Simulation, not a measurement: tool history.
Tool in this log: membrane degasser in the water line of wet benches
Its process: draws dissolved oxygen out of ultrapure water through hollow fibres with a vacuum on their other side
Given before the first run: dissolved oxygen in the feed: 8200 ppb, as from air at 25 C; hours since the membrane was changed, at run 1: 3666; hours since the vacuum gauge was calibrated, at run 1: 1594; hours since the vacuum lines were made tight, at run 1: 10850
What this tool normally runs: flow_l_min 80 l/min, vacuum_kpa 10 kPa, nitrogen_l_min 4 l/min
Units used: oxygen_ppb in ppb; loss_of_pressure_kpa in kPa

| run | hour | flow_l_min | vacuum_kpa | nitrogen_l_min | hours since the membrane was changed | hours since the vacuum gauge was calibrated | hours since the vacuum lines were made tight | oxygen_ppb | loss_of_pressure_kpa |
|---|---|---|---|---|---|---|---|---|---|
| 1 | 0 | 80 | 10 | 4 | 3666 | 1594 | 10850 | 451.7 | 32.91 |
| 2 | 85.5 | 80 | 10 | 4 | 3752 | 1680 | 10935 | 457 | 33.03 |
| 3 | 150.6 | 80 | 10 | 4 | 3817 | 1745 | 11001 | 458.7 | 33 |
|  | 248.7 | seals of the vacuum lines changed |
| 4 | 267.2 | 80 | 10 | 2.52 | 3931 | 1859 | 18 | 584.7 | 32.97 |
| 5 | 367.2 | 80 | 10 | 4 | 4031 | 1959 | 118 | 455.6 | 33.1 |
| 6 | 506.6 | 80 | 10 | 4 | 4171 | 2099 | 258 | 451.1 | 32.89 |
| 7 | 572.6 | 80 | 10 | 2.14 | 4237 | 2165 | 324 | 650.2 | 33.13 |
| 8 | 704.8 | 80 | 10 | 2.14 | 4369 | 2297 | 456 | 650.5 | 32.94 |
| 9 | 808.8 | 80 | 14 | 4 | 4473 | 2401 | 560 | 613.5 | 32.94 |
| 10 | 886.4 | 80 | 14 | 4 | 4551 | 2479 | 638 | 616.4 | 33.05 |
| 11 | 967.3 | 80 | 14 | 4 | 4631 | 2560 | 719 | 615.4 | 33.18 |
| 12 | 1028.1 | 80 | 14 | 4 | 4692 | 2620 | 779 | 616.9 | 32.96 |
| 13 | 1169.5 | 80 | 6.3 | 4 | 4834 | 2762 | 921 | 306 | 33.18 |
| 14 | 1287.1 | 80 | 6.3 | 4 | 4951 | 2879 | 1038 | 308.5 | 33.03 |
| 15 | 1351.5 | 80 | 6.3 | 4 | 5016 | 2944 | 1103 | 308.4 | 33.28 |
| 16 | 1437.9 | 80 | 6.3 | 4 | 5102 | 3030 | 1189 | 308 | 33.19 |
|  | 1449.8 | vacuum gauge calibrated |
| 17 | 1578.4 | 80 | 6.3 | 4 | 5242 | 129 | 1329 | 312.8 | 33.25 |
| 18 | 1690.4 | 80 | 6.5 | 4.04 | 5354 | 241 | 1441 | 320.7 | 33.23 |
| 19 | 1794.6 | 59 | 20.6 | 9.79 | 5458 | 345 | 1545 | 315 | 24.5 |
| 20 | 1890.9 | 80 | 10 | 1.7 | 5555 | 441 | 1642 | 757.9 | 33.19 |
| 21 | 2037.8 | 80 | 10 | 1.7 | 5701 | 588 | 1789 | 764.6 | 33.15 |
|  | 2119.7 | vacuum gauge calibrated, once more |
| 22 | 2174.8 | 80 | 10 | 1.7 | 5838 | 55 | 1925 | 733.5 | 33.2 |
| 23 | 2237.4 | 80 | 10 | 1.7 | 5901 | 118 | 1988 | 729.2 | 33.19 |
| 24 | 2340 | 80 | 10 | 1.7 | 6003 | 220 | 2090 | 734.7 | 33.35 |
| 25 | 2434.1 | 61 | 19.6 | 1.61 | 6097 | 314 | 2184 | 1178.1 | 25.43 |
| 26 | 2541.5 | 61 | 7.5 | 9.93 | 6205 | 422 | 2292 | 140.4 | 25.24 |
| 27 | 2690.3 | 113 | 19.1 | 7.14 | 6353 | 571 | 2441 | 888.9 | 47.18 |
| 28 | 2834.9 | 112 | 14.9 | 4 | 6498 | 715 | 2585 | 980.7 | 46.78 |
| 29 | 2983.3 | 112 | 14.9 | 4 | 6646 | 864 | 2734 | 973 | 46.79 |
| 30 | 3115.4 | 112 | 14.9 | 4 | 6779 | 996 | 2866 | 976.2 | 47.01 |
| 31 | 3253.4 | 90 | 6.1 | 4 | 6917 | 1134 | 3004 | 366.9 | 37.48 |

How would selected steps in oxygen_ppb from run to run divide? Give the signed amount a tool lacking its hidden state would still show from settings, what came in and random variation, and the signed amount left for the hidden state, including any gauge scatter that is not in both of the compared results.
The hidden state here: membrane still open, %; true pressure behind the membrane over the reading, kPa; air that leaks in behind the membrane, l/min; drift of the gauge itself on oxygen_ppb, %; drift of the gauge itself on loss_of_pressure_kpa, %.
Run 19 -> 20: flow_l_min 59 -> 80, vacuum_kpa 20.6 -> 10, nitrogen_l_min 9.79 -> 1.7. oxygen_ppb +442.9 ppb: hidden state +28.3, all else +414.6.
Run 21 -> 22: vacuum gauge calibrated, once more. oxygen_ppb -31.1 ppb: hidden state -25.9, all else -5.2.
Run 25 -> 26: vacuum_kpa 19.6 -> 7.5, nitrogen_l_min 1.61 -> 9.93. oxygen_ppb -1037.7 ppb: hidden state -0.1, all else -1037.6.
Run 26 -> 27: flow_l_min 61 -> 113, vacuum_kpa 7.5 -> 19.1, nitrogen_l_min 9.93 -> 7.14. oxygen_ppb +748.5 ppb: hidden state +20.2, all else +728.3.
Run 30 -> 31: flow_l_min 112 -> 90, vacuum_kpa 14.9 -> 6.1. oxygen_ppb -609.3 ppb: hidden state -5.6, all else -603.7.
